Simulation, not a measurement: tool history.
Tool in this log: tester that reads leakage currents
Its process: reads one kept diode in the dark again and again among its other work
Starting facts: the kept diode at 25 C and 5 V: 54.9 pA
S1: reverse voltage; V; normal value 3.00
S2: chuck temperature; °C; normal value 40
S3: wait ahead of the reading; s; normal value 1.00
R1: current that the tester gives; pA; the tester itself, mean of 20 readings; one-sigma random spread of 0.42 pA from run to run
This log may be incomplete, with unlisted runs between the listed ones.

| run | hour | S1 | S2 | S3 | R1 |
|---|---|---|---|---|---|
| 1 | 0.0 | 3.00 | 40 | 1.00 | 158.34 |
| 2 | 144.2 | 3.00 | 40 | 1.00 | 159.54 |
| 3 | 350.3 | 3.00 | 40 | 1.00 | 160.28 |
| 4 | 503.4 | 3.00 | 40 | 1.00 | 161.48 |
| 5 | 715.5 | 3.00 | 40 | 1.00 | 163.29 |
| 6 | 858.2 | 3.00 | 40 | 1.00 | 164.74 |
|  | 916.8 | chuck's temperature calibrated |
| 7 | 1071.9 | 5.60 | 40 | 1.00 | 177.37 |
| 8 | 1217.5 | 5.60 | 40 | 1.00 | 178.62 |
| 9 | 1344.9 | 5.93 | 40 | 1.00 | 183.65 |
|  | 1481.4 | tester calibrated |
| 10 | 1567.0 | 3.00 | 50 | 1.00 | 282.67 |
| 11 | 1726.5 | 3.00 | 31 | 1.00 | 83.34 |
|  | 1746.6 | probe card cleaned and baked |
| 12 | 1864.7 | 3.00 | 40 | 0.73 | 152.16 |
| 13 | 2001.9 | 3.00 | 40 | 1.00 | 153.52 |
| 14 | 2205.8 | 3.00 | 40 | 1.00 | 155.23 |
| 15 | 2297.8 | 3.00 | 40 | 1.00 | 156.24 |
| 16 | 2505.7 | 3.00 | 40 | 1.00 | 156.67 |
| 17 | 2671.8 | 3.00 | 41 | 1.00 | 170.05 |
|  | 2756.1 | probe card cleaned and baked, once more |
| 18 | 2809.4 | 3.00 | 41 | 1.00 | 164.05 |
| 19 | 2901.2 | 3.00 | 41 | 1.00 | 162.43 |
| 20 | 3010.2 | 9.67 | 43 | 5.99 | 268.72 |
| 21 | 3153.3 | 4.16 | 51 | 1.00 | 352.78 |
| 22 | 3333.6 | 10.68 | 51 | 2.48 | 470.46 |
| 23 | 3476.0 | 1.82 | 51 | 2.71 | 276.53 |
| 24 | 3645.2 | 1.04 | 51 | 1.34 | 234.88 |
| 25 | 3854.8 | 1.04 | 41 | 1.34 | 124.10 |
|  | 3941.2 | chuck's temperature calibrated |
| 26 | 4007.8 | 1.46 | 53 | 0.79 | 262.78 |
| 27 | 4177.7 | 4.78 | 32 | 1.00 | 96.27 |
| 28 | 4304.1 | 4.78 | 32 | 1.00 | 96.46 |
| 29 | 4470.4 | 4.78 | 32 | 1.00 | 98.40 |
| 30 | 4641.9 | 18.20 | 45 | 5.93 | 361.55 |
| 31 | 4743.7 | 18.20 | 45 | 5.93 | 362.05 |
| 32 | 4945.1 | 3.04 | 32 | 4.60 | 85.78 |
| 33 | 5035.0 | 2.86 | 40 | 0.34 | 148.64 |
| 34 | 5245.8 | 5.59 | 40 | 5.34 | 183.22 |
| 35 | 5448.1 | 3.00 | 48 | 0.44 | 256.68 |

Consider 3 possible next runs. They are alternatives, not a sequence: every one starts from the tool as it was left by run 35. What does each give?
| A | 5647.9 | 6.00 | 39 | 6.09 | ? |
| B | 5647.9 | 16.25 | 27 | 1.49 | ? |
| C | 5647.9 | 4.87 | 40 | 0.96 | ? |

| run | R1 |
|---|---|
| A | 179.91 |
| B | 124.44 |
| C | 179.42 |
What these runs would have given with no unlogged condition in the tool:
| run | R1 |
|---|---|
| A | 160.07 |
| B | 95.49 |
| C | 161.24 |

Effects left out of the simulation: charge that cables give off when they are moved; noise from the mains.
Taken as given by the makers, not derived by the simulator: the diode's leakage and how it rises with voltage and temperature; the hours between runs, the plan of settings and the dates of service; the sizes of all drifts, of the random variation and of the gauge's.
